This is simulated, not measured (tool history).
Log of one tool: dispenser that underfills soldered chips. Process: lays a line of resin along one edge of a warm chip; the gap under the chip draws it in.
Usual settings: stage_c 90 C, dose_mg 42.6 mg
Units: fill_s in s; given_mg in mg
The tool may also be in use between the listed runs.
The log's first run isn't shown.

run	hour	stage_c	dose_mg	hours of work since the syringe was changed	hours of work since the valve was cleaned	hours of work since the stage was calibrated	fill_s	given_mg
# hour 7.3: new syringe of resin
2	14.0	90	49.3	5	38	60	161.1	48.36
# hour 17.2: new syringe of resin
3	20.3	90	42.6	2	43	65	138.9	41.79
# hour 27.2: new syringe of resin
4	31.9	90	42.6	4	52	74	149.4	41.57
# hour 37.5: new syringe of resin
5	44.2	90	42.6	5	61	83	164.2	41.51
# hour 47.4: new syringe of resin
# hour 49.4: dispensing valve cleaned and set on the balance
# hour 58.7: new syringe of resin
6	59.0	90	42.6	0	7	93	125.3	42.40
7	65.9	86	42.6	6	13	99	188.3	42.43
# hour 68.7: new syringe of resin
8	77.9	90	42.6	7	22	108	180.1	42.14
# hour 79.2: new syringe of resin
9	85.0	90	42.6	5	27	113	153.8	42.15
# hour 89.7: new syringe of resin
10	95.0	90	42.6	4	34	120	155.4	42.11
# hour 99.6: new syringe of resin
11	108.4	90	42.6	7	45	131	172.9	41.82
# hour 110.6: new syringe of resin
12	114.5	90	42.6	3	49	135	142.4	41.92
# hour 120.9: new syringe of resin
13	124.0	90	42.6	2	56	142	141.4	41.63
# hour 131.4: new syringe of resin
# hour 135.2: dispensing valve cleaned and set on the balance
14	135.2	83	42.6	2	0	150	174.0	42.58
# hour 142.3: new syringe of resin
15	145.5	83	42.6	3	8	158	173.1	42.48
# hour 152.2: new syringe of resin
16	154.7	83	42.6	2	15	164	167.0	42.41
# hour 162.7: new syringe of resin
17	168.1	90	38.6	4	25	175	153.6	38.21
# hour 172.8: new syringe of resin
18	180.6	83	42.6	6	34	184	212.5	41.84
# hour 183.1: new syringe of resin
19	188.4	92	51.5	4	40	190	141.1	50.38
# hour 193.2: new syringe of resin
20	202.6	82	42.2	7	51	201	234.5	41.33
# hour 203.6: new syringe of resin
21	211.5	82	42.2	6	57	207	219.4	40.95
# hour 213.6: new syringe of resin
22	218.3	90	36.8	4	62	212	153.3	35.70
# hour 221.9: dispensing valve cleaned and set on the balance
# hour 225.0: new syringe of resin
23	232.4	90	36.8	6	8	222	165.4	36.81
# hour 234.8: new syringe of resin
24	241.5	103	51.9	5	15	229	105.2	51.65

Forecast run 25:
# hour 245.2: new syringe of resin
25	253.2	83	36.8	6	24	238	?	?

Run 25 gave fill_s 216.2 s, given_mg 36.49 mg.
Without the tool's hidden state the same run would have given fill_s 156.1 s, given_mg 36.80 mg.

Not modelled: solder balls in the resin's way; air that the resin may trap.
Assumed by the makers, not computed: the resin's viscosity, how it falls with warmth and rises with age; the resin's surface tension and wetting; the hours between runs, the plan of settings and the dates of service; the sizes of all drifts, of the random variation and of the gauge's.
